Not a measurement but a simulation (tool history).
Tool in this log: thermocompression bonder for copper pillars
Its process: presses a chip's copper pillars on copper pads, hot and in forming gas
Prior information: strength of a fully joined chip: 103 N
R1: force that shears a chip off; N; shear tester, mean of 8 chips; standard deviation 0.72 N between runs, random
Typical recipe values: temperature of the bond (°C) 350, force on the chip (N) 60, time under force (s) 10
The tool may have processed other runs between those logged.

Run 1, day 0: usual settings. Result: R1 49.7 N.
Run 2, day 0.212: usual settings. Result: R1 48.4 N.
Run 3, day 0.421: usual settings. Result: R1 48.7 N.
Run 4, day 0.7: usual settings. Result: R1 47.7 N.
Run 5, day 1.158: usual settings. Result: R1 50.1 N.
Run 6, day 1.362: usual settings. Result: R1 46.8 N.
Run 7, day 1.617: usual settings. Result: R1 48.1 N.
Run 8, day 1.858: usual settings but temperature of the bond (°C) 333. Result: R1 39.1 N.
Run 9, day 2.233: usual settings but temperature of the bond (°C) 333. Result: R1 38.9 N.
Run 10, day 2.633: usual settings but temperature of the bond (°C) 333. Result: R1 40.2 N.
Run 11, day 2.938: usual settings but temperature of the bond (°C) 333. Result: R1 39.1 N.
Run 12, day 3.221: usual settings but temperature of the bond (°C) 333. Result: R1 39.7 N.
Run 13, day 3.567: usual settings. Result: R1 47.9 N.
Run 14, day 4.017: usual settings. Result: R1 47.5 N.
Run 15, day 4.308: usual settings but force on the chip (N) 53. Result: R1 42.1 N.
Run 16, day 4.708: usual settings but force on the chip (N) 53. Result: R1 42.4 N.
Run 17, day 5.167: usual settings but force on the chip (N) 53. Result: R1 41.8 N.
Run 18, day 5.496: usual settings but force on the chip (N) 53. Result: R1 41.5 N.
Run 19, day 5.938: usual settings but time under force (s) 6. Result: R1 39.2 N.
Run 20, day 6.342: usual settings but force on the chip (N) 43, time under force (s) 6. Result: R1 29.2 N.
Run 21, day 6.671: usual settings but force on the chip (N) 43, time under force (s) 6. Result: R1 28.5 N.
Run 22, day 7.129: usual settings but force on the chip (N) 48, time under force (s) 22. Result: R1 50 N.
Run 23, day 7.492: usual settings but force on the chip (N) 48, time under force (s) 22. Result: R1 50.3 N.
Run 24, day 7.825: usual settings but force on the chip (N) 66, time under force (s) 8. Result: R1 45.4 N.
Run 25, day 8.108: usual settings but temperature of the bond (°C) 354, force on the chip (N) 75, time under force (s) 6. Result: R1 48.5 N.
Run 26, day 8.433: usual settings but temperature of the bond (°C) 322. Result: R1 32.9 N.
Run 27, day 8.821: usual settings but temperature of the bond (°C) 322. Result: R1 32.8 N.
Run 28, day 9.242: usual settings but temperature of the bond (°C) 322. Result: R1 31.5 N.
Run 29, day 9.554: usual settings but temperature of the bond (°C) 322. Result: R1 32.1 N.
At day 9.667: forming gas filter changed.
Run 30, day 9.8: usual settings but temperature of the bond (°C) 340, force on the chip (N) 70, time under force (s) 13. Result: R1 55.2 N.
Run 31, day 10.133: usual settings but temperature of the bond (°C) 340, force on the chip (N) 72, time under force (s) 8. Result: R1 47.5 N.
Run 32, day 10.496: usual settings but temperature of the bond (°C) 348, force on the chip (N) 47. Result: R1 39.8 N.
Run 33, day 10.842: usual settings but temperature of the bond (°C) 348, force on the chip (N) 47. Result: R1 37.8 N.
Run 34, day 11.125: usual settings but temperature of the bond (°C) 376, force on the chip (N) 47. Result: R1 52.5 N.
Run 35, day 11.408: usual settings but temperature of the bond (°C) 354, time under force (s) 20. Result: R1 63.9 N.
Run 36, day 11.688: usual settings but temperature of the bond (°C) 338, force on the chip (N) 74. Result: R1 50.2 N.
Run 37, day 12.071: usual settings but time under force (s) 7. Result: R1 44.1 N.
Run 38, day 12.429: usual settings but temperature of the bond (°C) 341, force on the chip (N) 57, time under force (s) 9. Result: R1 39.8 N.
Run 39, day 12.867: usual settings but temperature of the bond (°C) 341, force on the chip (N) 57, time under force (s) 9. Result: R1 40.5 N.
Run 40, day 13.096: usual settings but temperature of the bond (°C) 341, force on the chip (N) 57, time under force (s) 9. Result: R1 40.4 N.
Run 41, day 13.533: usual settings but temperature of the bond (°C) 341, force on the chip (N) 57, time under force (s) 9. Result: R1 37.8 N.

Alternative continuations, all from the tool just after run 41; predict every row:
Run A, day 14: usual settings but temperature of the bond (°C) 369, force on the chip (N) 43, time under force (s) 7. Result: R1 ?.
Run B, day 14: usual settings but temperature of the bond (°C) 348, force on the chip (N) 69, time under force (s) 5. Result: R1 ?.
Run C, day 14: usual settings but force on the chip (N) 54, time under force (s) 16. Result: R1 ?.

run    R1
  A  39.8
  B  41.7
  C  52.9
Had the tool no hidden state, the same runs would have come out as:
run    R1
  A    43
  B    45
  C  56.8
